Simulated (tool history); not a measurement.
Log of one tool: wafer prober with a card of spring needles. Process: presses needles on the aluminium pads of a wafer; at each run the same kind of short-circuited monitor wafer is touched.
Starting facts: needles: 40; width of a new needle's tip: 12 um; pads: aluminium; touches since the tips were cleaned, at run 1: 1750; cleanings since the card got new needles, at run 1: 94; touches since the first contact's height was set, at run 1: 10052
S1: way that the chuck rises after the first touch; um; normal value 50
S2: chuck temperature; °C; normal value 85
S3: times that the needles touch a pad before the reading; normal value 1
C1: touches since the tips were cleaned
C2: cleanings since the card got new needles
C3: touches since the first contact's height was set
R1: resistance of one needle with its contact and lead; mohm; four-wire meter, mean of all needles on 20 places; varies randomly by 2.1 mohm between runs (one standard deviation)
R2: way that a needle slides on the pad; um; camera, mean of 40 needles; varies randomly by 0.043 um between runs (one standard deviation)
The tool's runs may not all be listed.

run,hour,S1,S2,S3,C1,C2,C3,R1,R2
1,0.0,50,85,1,1750,94,10052,229,7.02
# hour 1.9: tips cleaned on abrasive film
# hour 9.3: tips cleaned on abrasive film
# hour 16.7: tips cleaned on abrasive film
2,20.4,50,85,1,1110,97,16139,230,7.09
# hour 25.1: tips cleaned on abrasive film
# hour 32.5: tips cleaned on abrasive film
# hour 39.9: tips cleaned on abrasive film
3,45.1,50,85,1,1572,100,23512,228,6.95
# hour 48.8: tips cleaned on abrasive film
# hour 56.3: tips cleaned on abrasive film
# hour 65.5: tips cleaned on abrasive film
4,69.0,50,85,1,1066,103,30667,231,7.04
# hour 74.6: tips cleaned on abrasive film
# hour 83.8: tips cleaned on abrasive film
# hour 91.2: tips cleaned on abrasive film
5,94.0,39,85,1,834,106,38125,233,5.47
# hour 99.6: tips cleaned on abrasive film
# hour 108.8: tips cleaned on abrasive film
# hour 116.2: tips cleaned on abrasive film
6,117.3,32,27,1,330,109,45095,221,4.49
# hour 124.7: tips cleaned on abrasive film
# hour 133.9: tips cleaned on abrasive film
# hour 143.2: tips cleaned on abrasive film
# hour 150.6: tips cleaned on abrasive film
7,154.2,70,69,2,1088,113,56135,227,9.87
# hour 159.7: tips cleaned on abrasive film
# hour 167.1: tips cleaned on abrasive film
# hour 176.3: tips cleaned on abrasive film
# hour 184.0: tips cleaned on abrasive film
8,184.0,43,124,1,0,117,65016,244,6.02
# hour 193.2: tips cleaned on abrasive film
# hour 200.6: tips cleaned on abrasive film
# hour 208.0: tips cleaned on abrasive film
# hour 217.3: tips cleaned on abrasive film
9,222.3,33,108,2,1524,121,76501,242,4.59
# hour 226.1: tips cleaned on abrasive film
# hour 233.5: tips cleaned on abrasive film
# hour 241.7: tips cleaned on abrasive film
10,241.7,40,27,2,0,124,82263,218,5.60

Hidden state at the last listed run before each entry between runs and at the first one after, where it differs:
Between runs 1 and 2: tips cleaned on abrasive film (hour 1.9); tips cleaned on abrasive film (hour 9.3); tips cleaned on abrasive film (hour 16.7)
  debris on the tips, nm: 1 -> 0.8
Between runs 2 and 3: tips cleaned on abrasive film (hour 25.1); tips cleaned on abrasive film (hour 32.5); tips cleaned on abrasive film (hour 39.9)
  debris on the tips, nm: 0.8 -> 0.9; way that the needles fall short of the set height, um: 0.01 -> 0.02
Between runs 3 and 4: tips cleaned on abrasive film (hour 48.8); tips cleaned on abrasive film (hour 56.3); tips cleaned on abrasive film (hour 65.5)
  debris on the tips, nm: 0.9 -> 0.7; way that the needles fall short of the set height, um: 0.02 -> 0.03
Between runs 4 and 5: tips cleaned on abrasive film (hour 74.6); tips cleaned on abrasive film (hour 83.8); tips cleaned on abrasive film (hour 91.2)
  debris on the tips, nm: 0.7 -> 0.6
Between runs 5 and 6: tips cleaned on abrasive film (hour 99.6); tips cleaned on abrasive film (hour 108.8); tips cleaned on abrasive film (hour 116.2)
  debris on the tips, nm: 0.6 -> 0.2; way that the needles fall short of the set height, um: 0.03 -> 0.04; tips' diameter, um: 12.07 -> 12.08
Between runs 6 and 7: tips cleaned on abrasive film (hour 124.7); tips cleaned on abrasive film (hour 133.9); tips cleaned on abrasive film (hour 143.2); tips cleaned on abrasive film (hour 150.6)
  debris on the tips, nm: 0.2 -> 0.7
Between runs 7 and 8: tips cleaned on abrasive film (hour 159.7); tips cleaned on abrasive film (hour 167.1); tips cleaned on abrasive film (hour 176.3); tips cleaned on abrasive film (hour 184.0)
  debris on the tips, nm: 0.7 -> 0.1; way that the needles fall short of the set height, um: 0.04 -> 0.05
Between runs 8 and 9: tips cleaned on abrasive film (hour 193.2); tips cleaned on abrasive film (hour 200.6); tips cleaned on abrasive film (hour 208.0); tips cleaned on abrasive film (hour 217.3)
  debris on the tips, nm: 0.1 -> 0.9; way that the needles fall short of the set height, um: 0.05 -> 0.06
Between runs 9 and 10: tips cleaned on abrasive film (hour 226.1); tips cleaned on abrasive film (hour 233.5); tips cleaned on abrasive film (hour 241.7)
  debris on the tips, nm: 0.9 -> 0.1; way that the needles fall short of the set height, um: 0.06 -> 0.07; tips' diameter, um: 12.08 -> 12.09

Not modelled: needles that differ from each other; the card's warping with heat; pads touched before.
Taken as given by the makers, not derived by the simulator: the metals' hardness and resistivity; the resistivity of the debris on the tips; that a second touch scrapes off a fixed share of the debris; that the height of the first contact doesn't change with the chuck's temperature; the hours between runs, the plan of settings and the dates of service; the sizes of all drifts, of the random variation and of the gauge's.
